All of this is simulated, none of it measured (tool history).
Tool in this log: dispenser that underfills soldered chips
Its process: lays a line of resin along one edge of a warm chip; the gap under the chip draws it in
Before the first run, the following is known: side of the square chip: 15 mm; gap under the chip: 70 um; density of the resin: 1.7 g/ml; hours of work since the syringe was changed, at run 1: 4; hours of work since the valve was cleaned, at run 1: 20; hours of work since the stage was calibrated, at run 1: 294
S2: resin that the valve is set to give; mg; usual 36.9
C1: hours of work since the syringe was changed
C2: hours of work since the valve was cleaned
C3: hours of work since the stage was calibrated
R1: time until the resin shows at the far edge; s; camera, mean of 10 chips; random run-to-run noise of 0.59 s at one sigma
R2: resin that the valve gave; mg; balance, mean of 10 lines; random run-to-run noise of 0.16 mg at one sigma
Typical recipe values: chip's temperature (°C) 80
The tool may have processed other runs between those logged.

run 1 day=0 | chip's_temperature_(°C)=80 S2=36.9 | C1=4 C2=20 C3=294 | R1=65.8 R2=35.94
-- day=0.229 new syringe of resin
run 2 day=0.304 | chip's_temperature_(°C)=80 S2=36.9 | C1=1 C2=25 C3=299 | R1=58.1 R2=35.82
-- day=0.654 new syringe of resin
run 3 day=0.654 | chip's_temperature_(°C)=80 S2=44.8 | C1=0 C2=31 C3=305 | R1=52.3 R2=43.1
-- day=1.067 new syringe of resin
run 4 day=1.146 | chip's_temperature_(°C)=80 S2=44.8 | C1=1 C2=40 C3=314 | R1=55.9 R2=42.85
-- day=1.475 new syringe of resin
run 5 day=1.475 | chip's_temperature_(°C)=80 S2=44.8 | C1=0 C2=46 C3=320 | R1=52.3 R2=42.47
-- day=1.921 new syringe of resin
run 6 day=2.062 | chip's_temperature_(°C)=76 S2=36.9 | C1=3 C2=57 C3=330 | R1=75.2 R2=34.7
-- day=2.346 new syringe of resin
run 7 day=2.429 | chip's_temperature_(°C)=68 S2=36.9 | C1=2 C2=63 C3=337 | R1=104.2 R2=34.57
-- day=2.779 new syringe of resin
run 8 day=2.842 | chip's_temperature_(°C)=82 S2=36.9 | C1=1 C2=71 C3=344 | R1=55 R2=34.15
-- day=2.983 dispensing valve cleaned and set on the balance
run 9 day=3.188 | chip's_temperature_(°C)=82 S2=36.9 | C1=7 C2=4 C3=350 | R1=74 R2=36.78
-- day=3.233 new syringe of resin
-- day=3.646 new syringe of resin
run 10 day=3.658 | chip's_temperature_(°C)=82 S2=36.9 | C1=0 C2=12 C3=358 | R1=49.7 R2=36.47
-- day=4.058 new syringe of resin
run 11 day=4.058 | chip's_temperature_(°C)=81 S2=45.5 | C1=0 C2=19 C3=365 | R1=49 R2=44.53
-- day=4.483 new syringe of resin
run 12 day=4.483 | chip's_temperature_(°C)=81 S2=45.5 | C1=0 C2=27 C3=373 | R1=49.8 R2=44.23
-- day=4.917 new syringe of resin
run 13 day=4.95 | chip's_temperature_(°C)=70 S2=44.5 | C1=1 C2=35 C3=381 | R1=83.9 R2=43.5

Across each entry between runs, compare the hidden state at the last listed run before it with the hidden state at the first listed run after it:
In the gap between runs 1 and 2: new syringe of resin (day 0.229)
  resin's viscosity, % of fresh resin's: 124.9 -> 108.9; dose that the valve gives, % of what is set: 97.88 -> 97.35; true chip temperature over the reading, C: -0.85 -> -0.87
  what was measured, less what the result would be without the hidden state, R1: +15.4 -> +7 s; R2: -0.77 -> -0.98 mg
In the gap between runs 2 and 3: new syringe of resin (day 0.654)
  resin's viscosity, % of fresh resin's: 108.9 -> 100; dose that the valve gives, % of what is set: 97.35 -> 96.67; true chip temperature over the reading, C: -0.87 -> -0.88
  what was measured, less what the result would be without the hidden state, R1: +7 -> +2.1 s; R2: -0.98 -> -1.48 mg
In the gap between runs 3 and 4: new syringe of resin (day 1.067)
  resin's viscosity, % of fresh resin's: 100 -> 108.9; dose that the valve gives, % of what is set: 96.67 -> 95.72; true chip temperature over the reading, C: -0.88 -> -0.9
  what was measured, less what the result would be without the hidden state, R1: +2.1 -> +6.8 s; R2: -1.48 -> -1.92 mg
In the gap between runs 4 and 5: new syringe of resin (day 1.475)
  resin's viscosity, % of fresh resin's: 108.9 -> 100.5; dose that the valve gives, % of what is set: 95.72 -> 95.14; true chip temperature over the reading, C: -0.9 -> -0.92
  what was measured, less what the result would be without the hidden state, R1: +6.8 -> +2.5 s; R2: -1.92 -> -2.17 mg
In the gap between runs 5 and 6: new syringe of resin (day 1.921)
  resin's viscosity, % of fresh resin's: 100.5 -> 118; dose that the valve gives, % of what is set: 95.14 -> 94.18; true chip temperature over the reading, C: -0.92 -> -0.94
  what was measured, less what the result would be without the hidden state, R1: +2.5 -> +15.1 s; R2: -2.17 -> -2.15 mg
In the gap between runs 6 and 7: new syringe of resin (day 2.346)
  resin's viscosity, % of fresh resin's: 118 -> 111.1; dose that the valve gives, % of what is set: 94.18 -> 93.49; true chip temperature over the reading, C: -0.94 -> -0.96
  what was measured, less what the result would be without the hidden state, R1: +15.1 -> +16.1 s; R2: -2.15 -> -2.41 mg
In the gap between runs 7 and 8: new syringe of resin (day 2.779)
  resin's viscosity, % of fresh resin's: 111.1 -> 108.9; dose that the valve gives, % of what is set: 93.49 -> 92.76; true chip temperature over the reading, C: -0.96 -> -0.98
  what was measured, less what the result would be without the hidden state, R1: +16.1 -> +7.5 s; R2: -2.41 -> -2.66 mg
In the gap between runs 8 and 9: dispensing valve cleaned and set on the balance (day 2.983)
  resin's viscosity, % of fresh resin's: 108.9 -> 151.5; dose that the valve gives, % of what is set: 92.76 -> 99.68; true chip temperature over the reading, C: -0.98 -> -0.99
  what was measured, less what the result would be without the hidden state, R1: +7.5 -> +27.2 s; R2: -2.66 -> -0.12 mg
In the gap between runs 9 and 10: new syringe of resin (day 3.233); new syringe of resin (day 3.646)
  resin's viscosity, % of fresh resin's: 151.5 -> 102.3; dose that the valve gives, % of what is set: 99.68 -> 98.86; true chip temperature over the reading, C: -0.99 -> -1.01
  what was measured, less what the result would be without the hidden state, R1: +27.2 -> +3.3 s; R2: -0.12 -> -0.42 mg
In the gap between runs 10 and 11: new syringe of resin (day 4.058)
  resin's viscosity, % of fresh resin's: 102.3 -> 100.1; dose that the valve gives, % of what is set: 98.86 -> 98.2; true chip temperature over the reading, C: -1.01 -> -1.03
  what was measured, less what the result would be without the hidden state, R1: +3.3 -> +2.2 s; R2: -0.42 -> -0.81 mg
In the gap between runs 11 and 12: new syringe of resin (day 4.483)
  resin's viscosity, % of fresh resin's: 100.1 -> 99.4; dose that the valve gives, % of what is set: 98.2 -> 97.44; true chip temperature over the reading, C: -1.03 -> -1.05
  what was measured, less what the result would be without the hidden state, R1: +2.2 -> +2 s; R2: -0.81 -> -1.16 mg
In the gap between runs 12 and 13: new syringe of resin (day 4.917)
  resin's viscosity, % of fresh resin's: 99.4 -> 104.6; dose that the valve gives, % of what is set: 97.44 -> 96.71; true chip temperature over the reading, C: -1.05 -> -1.07
  what was measured, less what the result would be without the hidden state, R1: +2 -> +7.7 s; R2: -1.16 -> -1.48 mg
